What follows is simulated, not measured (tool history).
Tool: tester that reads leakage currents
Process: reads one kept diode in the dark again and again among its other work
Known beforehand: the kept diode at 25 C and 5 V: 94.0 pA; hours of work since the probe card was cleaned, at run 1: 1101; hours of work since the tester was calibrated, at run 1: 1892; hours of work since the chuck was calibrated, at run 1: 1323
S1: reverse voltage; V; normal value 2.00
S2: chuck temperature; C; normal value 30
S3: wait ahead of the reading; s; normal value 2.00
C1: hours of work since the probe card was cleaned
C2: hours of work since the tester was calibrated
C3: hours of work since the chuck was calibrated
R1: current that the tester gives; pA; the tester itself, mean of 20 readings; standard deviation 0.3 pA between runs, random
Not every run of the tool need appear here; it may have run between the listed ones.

run	day	S1	S2	S3	C1	C2	C3	R1
1	0.000	2.00	30	2.00	1101	1892	1323	86.40
# day 0.742: chuck's temperature calibrated
2	3.521	2.00	30	2.00	1167	1958	53	102.87
3	5.654	2.00	30	2.00	1208	1999	94	102.08
4	7.908	2.00	30	2.00	1251	2042	138	101.15
5	12.162	2.00	30	2.00	1333	2124	219	101.39
# day 14.721: tester calibrated
6	16.442	10.20	30	2.00	1413	33	300	196.58
7	19.892	10.20	30	2.00	1480	99	366	194.19
8	22.333	10.20	30	2.00	1526	146	413	195.04
9	25.246	10.20	30	2.00	1582	202	468	193.13
10	29.554	10.20	30	2.00	1665	285	551	190.64
11	33.283	5.77	30	2.00	1736	356	623	148.38
12	35.504	2.00	30	2.00	1779	399	665	94.83
13	39.317	2.00	30	2.00	1852	472	738	94.72
14	42.025	2.00	30	5.94	1904	524	790	93.84
15	46.188	2.00	56	2.00	1984	604	870	680.01
16	49.679	2.00	21	2.00	2051	671	937	43.85
17	53.467	2.00	49	2.00	2124	743	1010	403.55
18	57.129	10.16	49	2.00	2194	814	1080	768.65
19	59.821	16.95	30	0.49	2246	865	1132	236.90
20	62.954	7.19	30	0.49	2306	925	1192	158.20
21	64.804	7.19	30	0.49	2341	961	1227	158.32
22	67.875	1.51	22	1.03	2400	1020	1286	40.68
23	69.808	1.51	22	1.03	2437	1057	1323	40.56
# day 70.750: chuck's temperature calibrated
24	74.021	1.51	22	1.03	2516	1136	63	46.83
25	75.942	1.51	22	1.03	2553	1173	100	46.99
26	79.383	1.51	22	1.03	2619	1239	166	46.48
27	83.250	2.00	30	4.55	2693	1313	240	99.91
28	87.229	2.00	30	4.55	2770	1389	316	98.44
29	91.075	1.06	60	8.50	2844	1463	390	727.02
30	94.438	10.89	30	0.49	2908	1528	454	209.53
# day 96.654: probe card cleaned and baked
31	97.350	2.00	41	2.00	13	1581	508	228.84

Run 32, settings as shown, results not yet in. Your forecast:
32	100.638	3.60	34	1.04	76	1644	571	?

R1: 164.06 pA
With the hidden condition absent and the run-to-run variation left alone, this run would have shown R1 175.53 pA.

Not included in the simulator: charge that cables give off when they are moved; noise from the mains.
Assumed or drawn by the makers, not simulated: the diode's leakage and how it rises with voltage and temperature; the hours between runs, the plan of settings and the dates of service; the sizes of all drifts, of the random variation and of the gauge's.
